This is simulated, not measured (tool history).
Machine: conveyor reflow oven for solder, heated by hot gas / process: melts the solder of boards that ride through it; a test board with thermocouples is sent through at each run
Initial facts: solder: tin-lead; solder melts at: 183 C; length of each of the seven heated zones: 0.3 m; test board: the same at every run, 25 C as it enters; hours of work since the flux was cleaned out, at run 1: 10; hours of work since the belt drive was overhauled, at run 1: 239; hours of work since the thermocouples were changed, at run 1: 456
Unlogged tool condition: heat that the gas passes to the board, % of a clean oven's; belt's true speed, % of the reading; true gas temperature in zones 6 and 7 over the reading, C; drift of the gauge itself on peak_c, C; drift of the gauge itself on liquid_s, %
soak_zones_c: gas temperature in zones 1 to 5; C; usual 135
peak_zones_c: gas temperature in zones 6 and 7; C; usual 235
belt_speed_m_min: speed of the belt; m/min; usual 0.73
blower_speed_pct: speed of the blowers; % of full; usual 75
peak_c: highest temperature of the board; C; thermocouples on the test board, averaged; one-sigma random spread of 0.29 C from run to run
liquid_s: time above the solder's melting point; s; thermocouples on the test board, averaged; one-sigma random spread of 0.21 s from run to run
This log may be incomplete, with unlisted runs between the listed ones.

run	hour	soak_zones_c	peak_zones_c	belt_speed_m_min	blower_speed_pct	hours of work since the flux was cleaned out	hours of work since the belt drive was overhauled	hours of work since the thermocouples were changed	peak_c	liquid_s
1	0	135	235	0.73	75	10	239	456	214.2	33.7
2	44.3	149	235	0.73	75	44	273	490	216.8	38.8
3	105.5	149	235	0.73	75	91	321	537	216.3	38.9
# hour 177.2: thermocouples of zones 6 and 7 changed
4	184.8	135	224	0.73	75	151	380	6	202.9	26.4
5	239.8	135	224	0.73	75	193	423	48	202.1	25.6
# hour 248.6: flux residue cleaned out of gas plates and filters
6	290.9	135	235	0.713	75	33	458	84	214	35.1
7	328.2	135	235	0.713	75	61	487	113	214.1	34.7
8	402.6	135	235	0.713	75	119	545	170	213.7	34.5
9	464	135	235	0.713	75	166	592	217	213	34.5
# hour 505.4: flux residue cleaned out of gas plates and filters
10	543.5	135	235	0.73	89	29	649	275	216.7	36
11	593.3	135	235	0.73	75	68	688	313	213.5	33.9
12	671	135	243	0.73	75	128	748	373	219	36.9
13	720.7	135	228	0.73	75	166	786	412	206.7	29.7
# hour 729.4: belt drive overhauled, speed set with a stopwatch
# hour 770.6: flux residue cleaned out of gas plates and filters
14	791.2	135	228	0.73	75	16	44	459	209.3	31.4
# hour 852.7: belt drive overhauled, speed set with a stopwatch, once more
15	875.8	135	228	0.73	75	78	18	521	207.7	30.4
16	916.5	135	228	0.73	75	110	49	553	207.1	29.4
17	954.4	135	235	0.73	60	139	78	582	209.3	30.7
# hour 967.1: thermocouples of zones 6 and 7 changed
18	1008.5	135	236	0.73	57	179	119	32	208.2	29.4
# hour 1034.3: flux residue cleaned out of gas plates and filters
19	1051.8	137	224	0.73	57	13	148	61	201.2	25
20	1103.7	140	238	0.73	57	54	188	102	212.5	33.6
21	1161.5	141	230	0.682	51	98	233	146	206.7	33
22	1215.2	135	235	0.73	71	140	274	188	212.5	32.5
23	1285.6	130	229	0.825	84	194	329	242	202.7	21.9
# hour 1296.8: flux residue cleaned out of gas plates and filters
24	1326.6	127	232	0.73	75	23	356	270	210.1	29.7
25	1404.6	127	247	0.73	75	83	417	330	220.8	36.1
26	1483.9	138	225	0.712	84	144	478	391	207.3	31.7
27	1520.8	138	232	0.597	84	173	506	420	218.4	46.1
# hour 1560.3: flux residue cleaned out of gas plates and filters
28	1571.7	125	224	0.73	75	9	542	455	203.9	25.1
29	1621.8	125	224	0.73	75	47	580	494	202.7	24.9

Each row is a separate what-if for the run after 29, all from the same tool condition, not one after another. Results?
A	1658.6	125	244	0.725	74	76	609	522	?	?
B	1658.6	148	235	0.761	82	76	609	522	?	?
C	1658.6	150	224	0.742	65	76	609	522	?	?
D	1658.6	142	235	0.73	75	76	609	522	?	?

run	peak_c	liquid_s
A	219.4	34.9
B	216.3	36.9
C	205.8	31.7
D	215.4	36.4
Without the tool's hidden state the same runs would have given:
run	peak_c	liquid_s
A	219.4	34.7
B	216.2	36.8
C	205.5	31.5
D	215.2	36.2
